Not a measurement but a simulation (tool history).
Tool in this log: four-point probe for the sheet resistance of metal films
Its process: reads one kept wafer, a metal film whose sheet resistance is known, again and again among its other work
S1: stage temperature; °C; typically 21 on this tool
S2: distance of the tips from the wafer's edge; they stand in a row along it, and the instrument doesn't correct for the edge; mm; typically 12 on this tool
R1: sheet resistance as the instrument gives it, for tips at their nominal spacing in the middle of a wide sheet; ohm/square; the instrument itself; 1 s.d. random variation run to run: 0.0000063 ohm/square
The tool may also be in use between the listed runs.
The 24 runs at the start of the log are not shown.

| run | hour | S1 | S2 | R1 |
|---|---|---|---|---|
| 25 | 1121.6 | 31 | 4 | 0.031734 |
| 26 | 1167.8 | 32 | 38 | 0.031459 |
| 27 | 1199.9 | 32 | 38 | 0.031458 |
| 28 | 1252.9 | 23 | 12 | 0.031645 |
| 29 | 1281.8 | 35 | 8 | 0.031474 |
| 30 | 1345.5 | 35 | 8 | 0.031490 |
| 31 | 1410.0 | 24 | 12 | 0.031647 |
| 32 | 1441.6 | 25 | 57 | 0.031603 |
| 33 | 1483.6 | 25 | 57 | 0.031607 |
| 34 | 1547.0 | 33 | 40 | 0.031472 |
| 35 | 1614.2 | 18 | 12 | 0.031773 |
| 36 | 1681.3 | 18 | 12 | 0.031771 |
| 37 | 1726.7 | 22 | 21 | 0.031667 |
| 38 | 1785.6 | 27 | 62 | 0.031575 |
| 39 | 1842.0 | 27 | 62 | 0.031582 |
| 40 | 1879.9 | 25 | 4 | 0.031881 |
| 41 | 1918.4 | 28 | 29 | 0.031579 |
| 42 | 1983.3 | 21 | 5 | 0.031871 |
| 43 | 2022.0 | 28 | 28 | 0.031580 |
| 44 | 2054.5 | 28 | 28 | 0.031580 |

3 ways to go on from here, each from the tool as it stands after run 44. What would each give?
| A | 2091.9 | 21 | 66 | ? |
| B | 2091.9 | 28 | 56 | ? |
| C | 2091.9 | 28 | 4 | ? |

| run | R1 |
|---|---|
| A | 0.031709 |
| B | 0.031581 |
| C | 0.031852 |
Take away the tool's hidden state, keep each run's random variation, and the runs would have read:
| run | R1 |
|---|---|
| A | 0.031539 |
| B | 0.031413 |
| C | 0.031682 |
